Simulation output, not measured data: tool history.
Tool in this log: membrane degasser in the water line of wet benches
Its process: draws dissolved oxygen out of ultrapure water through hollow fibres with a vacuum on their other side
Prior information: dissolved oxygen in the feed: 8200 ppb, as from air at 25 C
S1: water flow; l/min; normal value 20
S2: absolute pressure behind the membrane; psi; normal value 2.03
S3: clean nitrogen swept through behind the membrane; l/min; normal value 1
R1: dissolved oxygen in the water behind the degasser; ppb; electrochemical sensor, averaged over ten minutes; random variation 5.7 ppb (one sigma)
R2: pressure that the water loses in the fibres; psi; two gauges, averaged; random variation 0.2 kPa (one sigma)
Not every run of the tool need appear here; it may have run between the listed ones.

run 1 hour=0 | S1=20 S2=2.03 S3=1 | R1=559.9 R2=6.448
run 2 hour=39.3 | S1=20 S2=2.03 S3=1 | R1=570.5 R2=6.434
run 3 hour=89.7 | S1=22 S2=2.03 S3=1 | R1=614.5 R2=7.091
run 4 hour=126.4 | S1=22 S2=2.03 S3=1 | R1=620.6 R2=7.066
run 5 hour=210.6 | S1=22 S2=2.03 S3=1 | R1=625.9 R2=7.029
run 6 hour=270.5 | S1=22 S2=2.03 S3=1 | R1=620.8 R2=7.004
run 7 hour=312.1 | S1=22 S2=2.03 S3=1 | R1=613.4 R2=7.11
run 8 hour=375.1 | S1=20 S2=2.03 S3=0.7 | R1=720.9 R2=6.432
run 9 hour=453 | S1=20 S2=2.03 S3=0.7 | R1=722.8 R2=6.424
run 10 hour=532.2 | S1=20 S2=2.03 S3=0.7 | R1=731.5 R2=6.393
run 11 hour=584 | S1=20 S2=2.03 S3=0.82 | R1=651.4 R2=6.38
run 12 hour=648.7 | S1=20 S2=2.03 S3=0.82 | R1=642.3 R2=6.385
run 13 hour=703.6 | S1=20 S2=3.05 S3=1 | R1=844.1 R2=6.401
run 14 hour=757.2 | S1=20 S2=3.05 S3=1 | R1=827.1 R2=6.415
run 15 hour=831.9 | S1=20 S2=3.05 S3=1 | R1=825.5 R2=6.373
run 16 hour=912.6 | S1=20 S2=3.05 S3=1 | R1=827.7 R2=6.379
run 17 hour=977.2 | S1=30 S2=2.68 S3=2.65 | R1=570.4 R2=9.554
run 18 hour=1024.6 | S1=27 S2=2.03 S3=1.8 | R1=527.8 R2=8.631
run 19 hour=1093.8 | S1=30 S2=2.03 S3=1.8 | R1=575.9 R2=9.628
run 20 hour=1136.6 | S1=22 S2=2.03 S3=1 | R1=626.5 R2=7.005
run 21 hour=1184.1 | S1=20 S2=2.49 S3=0.91 | R1=734.1 R2=6.38
run 22 hour=1267 | S1=18 S2=4.63 S3=1.46 | R1=840.4 R2=5.752
run 23 hour=1308.5 | S1=14 S2=3.51 S3=1.93 | R1=415.6 R2=4.422
run 24 hour=1349.1 | S1=19 S2=2.94 S3=1.22 | R1=658.2 R2=6.01
run 25 hour=1391.7 | S1=19 S2=2.57 S3=0.48 | R1=1115.7 R2=5.997
run 26 hour=1432.9 | S1=17 S2=1.99 S3=0.48 | R1=782.5 R2=5.395
run 27 hour=1481.2 | S1=22 S2=1.99 S3=0.48 | R1=973 R2=6.997
run 28 hour=1554.3 | S1=22 S2=3.61 S3=1.32 | R1=873.7 R2=6.911
run 29 hour=1639.6 | S1=18 S2=3.61 S3=1.43 | R1=678.5 R2=5.649
run 30 hour=1703.7 | S1=12 S2=4.74 S3=0.54 | R1=1271.9 R2=3.814
run 31 hour=1740.5 | S1=12 S2=4.74 S3=0.54 | R1=1285.8 R2=3.799

Results per run with the tool's hidden condition removed, run-to-run variation unchanged:
Hidden state present: membrane still open, %; true pressure behind the membrane over the reading, kPa; air that leaks in behind the membrane, l/min; drift of the gauge itself on oxygen_ppb, %; drift of the gauge itself on loss_of_pressure_kpa, %.
run=1 R2=6.448
run=2 R2=6.437
run=3 R2=7.098
run=4 R2=7.075
run=5 R2=7.043
run=6 R2=7.023
run=7 R2=7.132
run=8 R2=6.457
run=9 R2=6.453
run=10 R2=6.428
run=11 R2=6.418
run=12 R2=6.428
run=13 R2=6.445
run=14 R2=6.466
run=15 R2=6.427
run=16 R2=6.438
run=17 R2=9.649
run=18 R2=8.723
run=19 R2=9.735
run=20 R2=7.088
run=21 R2=6.457
run=22 R2=5.828
run=23 R2=4.483
run=24 R2=6.094
run=25 R2=6.083
run=26 R2=5.475
run=27 R2=7.104
run=28 R2=7.023
run=29 R2=5.746
run=30 R2=3.883
run=31 R2=3.867
R1 without the hidden state stays within 0.5 ppb of what was measured, in all runs.
